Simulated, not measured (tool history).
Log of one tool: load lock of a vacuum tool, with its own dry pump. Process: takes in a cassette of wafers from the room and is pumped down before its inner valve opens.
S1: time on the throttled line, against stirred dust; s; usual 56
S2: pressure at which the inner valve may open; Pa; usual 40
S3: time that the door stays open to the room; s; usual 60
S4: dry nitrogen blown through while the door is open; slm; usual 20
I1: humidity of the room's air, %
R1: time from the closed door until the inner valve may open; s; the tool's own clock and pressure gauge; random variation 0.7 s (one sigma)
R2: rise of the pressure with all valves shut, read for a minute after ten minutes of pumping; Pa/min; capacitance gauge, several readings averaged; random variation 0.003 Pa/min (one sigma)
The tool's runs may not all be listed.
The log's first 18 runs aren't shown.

Run 19, hour 1656.2: usual settings but S1 111 s; I1 46.3. Result: R1 160.7 s, R2 0.071 Pa/min.
Run 20, hour 1742.4: usual settings but S3 76 s, S4 17 slm; I1 41.3. Result: R1 118.4 s, R2 0.074 Pa/min.
Run 21, hour 1829.6: usual settings but S1 66 s, S2 66 Pa, S3 76 s, S4 24 slm; I1 43.2. Result: R1 120.7 s, R2 0.076 Pa/min.
Run 22, hour 1939.8: usual settings but S1 91 s, S2 66 Pa; I1 46.2. Result: R1 140.3 s, R2 0.078 Pa/min.
Run 23, hour 2016.9: usual settings but S1 91 s, S2 66 Pa; I1 42.0. Result: R1 140.0 s, R2 0.077 Pa/min.
Run 24, hour 2074.3: usual settings but S1 91 s, S2 66 Pa; I1 43.7. Result: R1 139.9 s, R2 0.084 Pa/min.
Run 25, hour 2172.4: usual settings but S1 91 s, S2 37 Pa, S4 43 slm; I1 48.4. Result: R1 146.0 s, R2 0.073 Pa/min.
Run 26, hour 2278.0: usual settings but S1 91 s, S2 37 Pa, S4 43 slm; I1 44.0. Result: R1 145.2 s, R2 0.073 Pa/min.
Run 27, hour 2351.3: usual settings but S1 91 s, S2 37 Pa, S4 43 slm; I1 48.3. Result: R1 149.2 s, R2 0.074 Pa/min.
Run 28, hour 2461.9: usual settings but S3 47 s, S4 21 slm; I1 48.9. Result: R1 117.6 s, R2 0.077 Pa/min.
Run 29, hour 2573.8: usual settings but S2 48 Pa, S4 31 slm; I1 41.7. Result: R1 116.0 s, R2 0.079 Pa/min.
Run 30, hour 2637.9: usual settings but S2 48 Pa, S4 31 slm; I1 47.1. Result: R1 116.0 s, R2 0.080 Pa/min.
Run 31, hour 2698.8: usual settings but S2 48 Pa, S4 31 slm; I1 46.1. Result: R1 116.6 s, R2 0.087 Pa/min.
Run 32, hour 2804.1: usual settings but S1 74 s, S2 35 Pa, S3 26 s, S4 14 slm; I1 47.4. Result: R1 134.4 s, R2 0.080 Pa/min.
Run 33, hour 2859.2: usual settings but S1 59 s, S2 35 Pa, S3 26 s, S4 17 slm; I1 42.2. Result: R1 121.8 s, R2 0.074 Pa/min.
Run 34, hour 2918.3: usual settings but S2 35 Pa, S4 6 slm; I1 43.6. Result: R1 116.8 s, R2 0.099 Pa/min.
Run 35, hour 3032.1: usual settings but S1 54 s, S2 47 Pa, S3 143 s, S4 25 slm; I1 46.4. Result: R1 115.8 s, R2 0.104 Pa/min.
Run 36, hour 3155.6: usual settings but S1 54 s, S2 47 Pa, S3 143 s, S4 25 slm; I1 43.9. Result: R1 114.6 s, R2 0.100 Pa/min.
At hour 3169.3: dry pump taken out, an overhauled one fitted.
Run 37, hour 3273.8: usual settings but S3 196 s, S4 14 slm; I1 47.6. Result: R1 105.4 s, R2 0.125 Pa/min.

Forecast each of these 4 alternatives for the next run:
Run A, hour 3351.8: usual settings but S1 39 s; I1 44.5. Result: R1 ?, R2 ?.
Run B, hour 3351.8: usual settings but S1 41 s, S2 52 Pa, S3 196 s, S4 4 slm; I1 42.4. Result: R1 ?, R2 ?.
Run C, hour 3351.8: usual settings but S2 52 Pa, S3 50 s, S4 28 slm; I1 47.6. Result: R1 ?, R2 ?.
Run D, hour 3351.8: usual settings but S4 18 slm; I1 44.9. Result: R1 ?, R2 ?.

run     R1     R2
  A   92.3  0.099
  B   91.3  0.139
  C  103.9  0.093
  D  106.7  0.099
Without the tool's hidden state the same runs would have given:
run     R1     R2
  A   92.2  0.038
  B   91.2  0.078
  C  103.7  0.031
  D  106.6  0.037
